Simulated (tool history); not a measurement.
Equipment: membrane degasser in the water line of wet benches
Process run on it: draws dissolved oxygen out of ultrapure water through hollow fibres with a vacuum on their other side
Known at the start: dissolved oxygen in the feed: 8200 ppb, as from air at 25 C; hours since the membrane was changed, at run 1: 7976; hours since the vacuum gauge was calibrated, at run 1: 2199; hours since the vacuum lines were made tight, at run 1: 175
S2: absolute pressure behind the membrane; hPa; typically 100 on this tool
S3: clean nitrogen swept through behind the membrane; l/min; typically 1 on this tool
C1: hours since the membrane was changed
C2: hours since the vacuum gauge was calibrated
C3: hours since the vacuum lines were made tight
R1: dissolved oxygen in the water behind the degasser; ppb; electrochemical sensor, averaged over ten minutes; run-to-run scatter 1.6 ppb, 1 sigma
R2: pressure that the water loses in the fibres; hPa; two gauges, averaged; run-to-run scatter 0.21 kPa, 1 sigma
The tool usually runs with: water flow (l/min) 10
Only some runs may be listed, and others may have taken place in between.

Run 1, hour 0: usual settings; C1 7976; C2 2199; C3 175. Result: R1 168.9 ppb, R2 520 hPa.
At hour 107.4: membrane cartridge changed.
Run 2, hour 252.4: usual settings; C1 145; C2 2447; C3 423. Result: R1 167.5 ppb, R2 484.8 hPa.
Run 3, hour 515: usual settings; C1 408; C2 2710; C3 686. Result: R1 170.3 ppb, R2 483.3 hPa.
Run 4, hour 769: usual settings; C1 662; C2 2964; C3 940. Result: R1 169.4 ppb, R2 486 hPa.
Run 5, hour 943.2: usual settings but S3 2.07 l/min; C1 836; C2 3138; C3 1114. Result: R1 87 ppb, R2 488.3 hPa.
Run 6, hour 1175.6: usual settings but S3 2.07 l/min; C1 1068; C2 3371; C3 1346. Result: R1 90.2 ppb, R2 485.7 hPa.
At hour 1222.1: vacuum gauge calibrated.
Run 7, hour 1387.3: usual settings but S3 2.07 l/min; C1 1279; C2 165; C3 1557. Result: R1 83 ppb, R2 489.2 hPa.
Run 8, hour 1561.1: usual settings but S3 2.07 l/min; C1 1453; C2 339; C3 1731. Result: R1 84.4 ppb, R2 488.9 hPa.
Run 9, hour 1776.4: usual settings but water flow (l/min) 8; C1 1668; C2 554; C3 1946. Result: R1 135.1 ppb, R2 394.2 hPa.
Run 10, hour 2071.2: usual settings but water flow (l/min) 6; C1 1963; C2 849; C3 2241. Result: R1 105.5 ppb, R2 292.8 hPa.
Run 11, hour 2252.5: usual settings but water flow (l/min) 6; C1 2145; C2 1030; C3 2422. Result: R1 106.3 ppb, R2 294.1 hPa.
Run 12, hour 2534.5: usual settings but water flow (l/min) 12; C1 2427; C2 1312; C3 2705. Result: R1 200.8 ppb, R2 594.7 hPa.
Run 13, hour 2764.5: usual settings but water flow (l/min) 12, S3 2.14 l/min; C1 2657; C2 1542; C3 2935. Result: R1 103.7 ppb, R2 594 hPa.
Run 14, hour 2894.5: usual settings but S2 101 hPa; C1 2787; C2 1672; C3 3065. Result: R1 174.3 ppb, R2 499.3 hPa.
At hour 2968: seals of the vacuum lines changed.
Run 15, hour 3130: usual settings but water flow (l/min) 12, S2 77 hPa; C1 3020; C2 1906; C3 162. Result: R1 135.6 ppb, R2 596.7 hPa.
Run 16, hour 3349.4: usual settings but water flow (l/min) 12, S2 68 hPa, S3 0.51 l/min; C1 3239; C2 2125; C3 381. Result: R1 200.3 ppb, R2 596.8 hPa.
Run 17, hour 3470.5: usual settings but water flow (l/min) 12, S2 112 hPa, S3 0.67 l/min; C1 3361; C2 2246; C3 502. Result: R1 328.8 ppb, R2 600.2 hPa.
Run 18, hour 3708.8: usual settings but water flow (l/min) 12, S2 112 hPa, S3 0.67 l/min; C1 3599; C2 2485; C3 741. Result: R1 328.9 ppb, R2 598.4 hPa.
Run 19, hour 3870.7: usual settings but water flow (l/min) 15, S2 171 hPa, S3 0.42 l/min; C1 3761; C2 2647; C3 903. Result: R1 944.1 ppb, R2 750.5 hPa.
Run 20, hour 4070.6: usual settings but water flow (l/min) 13, S2 135 hPa, S3 0.65 l/min; C1 3961; C2 2847; C3 1103. Result: R1 457.3 ppb, R2 653.9 hPa.
Run 21, hour 4203.5: usual settings but water flow (l/min) 13, S2 135 hPa, S3 0.65 l/min; C1 4094; C2 2979; C3 1236. Result: R1 455.8 ppb, R2 653.8 hPa.
Run 22, hour 4407: usual settings but water flow (l/min) 6, S2 72 hPa, S3 2.61 l/min; C1 4297; C2 3183; C3 1439. Result: R1 27 ppb, R2 302.8 hPa.
At hour 4630.5: vacuum gauge calibrated.
Run 23, hour 4630.5: usual settings but water flow (l/min) 12, S2 232 hPa, S3 0.83 l/min; C1 4520; C2 0; C3 1662. Result: R1 638.9 ppb, R2 608.1 hPa.
Run 24, hour 4925.4: usual settings but water flow (l/min) 9, S2 137 hPa, S3 0.83 l/min; C1 4815; C2 295; C3 1957. Result: R1 273.3 ppb, R2 455.9 hPa.
Run 25, hour 5130.6: usual settings but water flow (l/min) 13, S3 1.31 l/min; C1 5020; C2 500; C3 2162. Result: R1 169.5 ppb, R2 654.8 hPa.

Forecast each of these 3 alternatives for the next run:
Run A, hour 5253.4: usual settings but water flow (l/min) 8, S2 194 hPa, S3 0.42 l/min; C1 5143; C2 623; C3 2285. Result: R1 ?, R2 ?.
Run B, hour 5253.4: usual settings but water flow (l/min) 13, S2 101 hPa, S3 0.81 l/min; C1 5143; C2 623; C3 2285. Result: R1 ?, R2 ?.
Run C, hour 5253.4: usual settings but water flow (l/min) 7, S2 130 hPa, S3 1.32 l/min; C1 5143; C2 623; C3 2285. Result: R1 ?, R2 ?.

run     R1     R2
  A  675.4  403.1
  B  259.5  656.8
  C  136.1  352.9
Take away the tool's hidden state, keep each run's random variation, and the runs would have read:
run     R1     R2
  A  649.5  385.1
  B  248.5  627.6
  C  126.6  337.1
